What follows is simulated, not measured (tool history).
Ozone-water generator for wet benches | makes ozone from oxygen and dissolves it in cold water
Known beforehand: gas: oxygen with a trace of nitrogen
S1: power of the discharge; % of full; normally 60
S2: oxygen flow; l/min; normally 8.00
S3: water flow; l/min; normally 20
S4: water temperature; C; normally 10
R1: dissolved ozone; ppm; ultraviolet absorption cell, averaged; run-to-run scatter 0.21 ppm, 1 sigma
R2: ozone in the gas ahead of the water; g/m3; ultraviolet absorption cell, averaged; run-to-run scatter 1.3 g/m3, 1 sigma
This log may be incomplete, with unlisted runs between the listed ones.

run	hour	S1	S2	S3	S4	R1	R2
1	0.0	60	8.00	20	10	27.3	227.3
2	65.1	60	8.00	20	10	27.0	229.8
3	147.0	60	8.00	20	10	27.3	230.9
# hour 199.7: contactor cleaned
4	210.3	60	8.00	20	10	28.5	231.5
5	313.5	60	8.00	18	10	31.2	229.1
6	403.8	60	8.00	18	10	30.8	227.4
7	483.8	60	8.00	18	10	31.0	227.9
8	590.7	60	8.00	20	10	28.2	227.4
9	688.5	60	8.00	20	10	28.5	227.0
10	792.2	60	8.00	20	10	28.2	226.8
11	899.0	60	8.00	20	10	28.3	223.6
# hour 934.3: water thermometer calibrated
12	962.9	60	8.00	20	10	27.7	225.7
13	1035.7	60	8.00	20	10	27.7	226.7
14	1154.3	60	8.00	20	10	28.0	224.9
15	1262.4	60	8.00	20	10	28.0	225.5
16	1382.5	60	8.00	20	10	27.4	225.4
17	1505.5	60	10.60	20	7	29.6	196.9
18	1609.1	60	10.60	15	7	36.0	197.3
19	1680.8	99	6.75	21	9	35.3	320.4
# hour 1786.0: water thermometer calibrated, once more
20	1817.9	93	6.18	15	10	43.7	316.8
21	1890.2	60	10.98	13	5	41.2	190.8
22	2006.8	83	4.73	20	10	30.6	340.8
23	2112.9	83	4.73	20	10	30.2	332.4
24	2241.8	60	8.00	24	10	23.1	219.6
25	2355.5	66	6.52	14	14	35.2	254.6
26	2445.0	48	6.28	13	8	34.0	215.5
27	2577.1	80	8.18	20	7	33.7	256.9
28	2642.6	80	8.18	20	7	32.9	254.2
29	2745.5	80	8.18	20	7	32.7	252.7
30	2810.3	43	8.18	27	7	18.0	179.8
31	2933.7	43	8.18	27	7	17.8	176.8
32	3045.4	43	8.18	27	7	17.6	177.3

How would selected steps in R1 from run to run divide? Give the signed amount a tool lacking its hidden state would still show from settings, what came in and random variation, and the signed amount left for the hidden state, including any gauge scatter that is not in both of the compared results.
Hidden state at play: yield of the discharge, % of new electrodes'; contactor's efficiency, % of a clean one's; true water temperature over the reading, C; drift of the gauge itself on ozone_ppm, %; drift of the gauge itself on gas_g_m3, %.
Run 3 -> 4: contactor cleaned. R1 +1.2 ppm: hidden state +1.7, all else -0.5.
Run 21 -> 22: S1 60 -> 83, S2 10.98 -> 4.73, S3 13 -> 20, S4 5 -> 10. R1 -10.6 ppm: hidden state +0.3, all else -10.9.
Run 24 -> 25: S1 60 -> 66, S2 8.00 -> 6.52, S3 24 -> 14, S4 10 -> 14. R1 +12.1 ppm: hidden state -1.5, all else +13.6.
Run 29 -> 30: S1 80 -> 43, S3 20 -> 27. R1 -14.7 ppm: hidden state +2.9, all else -17.6.
